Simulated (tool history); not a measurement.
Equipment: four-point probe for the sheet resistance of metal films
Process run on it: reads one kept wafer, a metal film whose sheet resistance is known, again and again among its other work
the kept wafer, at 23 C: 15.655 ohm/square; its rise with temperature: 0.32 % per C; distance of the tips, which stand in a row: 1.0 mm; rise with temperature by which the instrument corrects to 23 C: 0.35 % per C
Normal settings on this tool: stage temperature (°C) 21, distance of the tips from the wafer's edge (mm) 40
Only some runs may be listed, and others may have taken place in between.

run   hour  stage temperature (°C)  distance of the tips from the wafer's edge (mm)  sheet resistance as the instrument gives it (ohm/square)
  1    0.0                      21                                               40                                                 15.744884
  2   24.4                      21                                                9                                                 15.846647
  3   50.6                      28                                               40                                                 15.714578
  4   69.4                      28                                               40                                                 15.715319
  5   85.8                      21                                               40                                                 15.750919
  6  107.3                      21                                               40                                                 15.747542
  7  126.5                      21                                               40                                                 15.753017
  8  143.9                      21                                               40                                                 15.754285
  9  167.9                      21                                                5                                                 16.082056
 10  187.8                      21                                                5                                                 16.082897
 11  201.8                      21                                               40                                                 15.755836
 12  231.1                      25                                               40                                                 15.734212
 13  247.1                      21                                               40                                                 15.758176
 14  262.1                      21                                               40                                                 15.756993
 15  279.6                      21                                               40                                                 15.757296
 16  292.9                      21                                               40                                                 15.760531
 17  321.1                      21                                               40                                                 15.762414
     324.5  -- stage's thermometer calibrated
 18  335.9                      24                                               74                                                 15.749708
 19  352.6                      19                                               23                                                 15.788053
 20  371.4                      19                                               23                                                 15.784934
 21  399.8                      20                                               11                                                 15.834544
 22  413.4                      20                                               11                                                 15.845042
 23  425.7                      26                                               25                                                 15.750142
     453.2  -- stage's thermometer calibrated, once more
 24  453.2                      26                                               25                                                 15.743118
 25  466.0                      25                                               14                                                 15.773670
 26  484.5                      22                                               37                                                 15.750343
 27  508.6                      22                                               37                                                 15.749446
 28  528.2                      22                                               37                                                 15.750806
 29  540.5                      24                                                8                                                 15.871548
 30  566.4                      21                                               33                                                 15.763293
 31  581.8                      24                                                4                                                 16.251417

What does the tool deliver on the next run?
 32  610.3                      24                                                4                                                         ?

{"run 32": {"sheet resistance as the instrument gives it (ohm/square)": 16.251179}}
With no hidden state in the tool, this same run would have given sheet resistance as the instrument gives it (ohm/square) 16.158471.

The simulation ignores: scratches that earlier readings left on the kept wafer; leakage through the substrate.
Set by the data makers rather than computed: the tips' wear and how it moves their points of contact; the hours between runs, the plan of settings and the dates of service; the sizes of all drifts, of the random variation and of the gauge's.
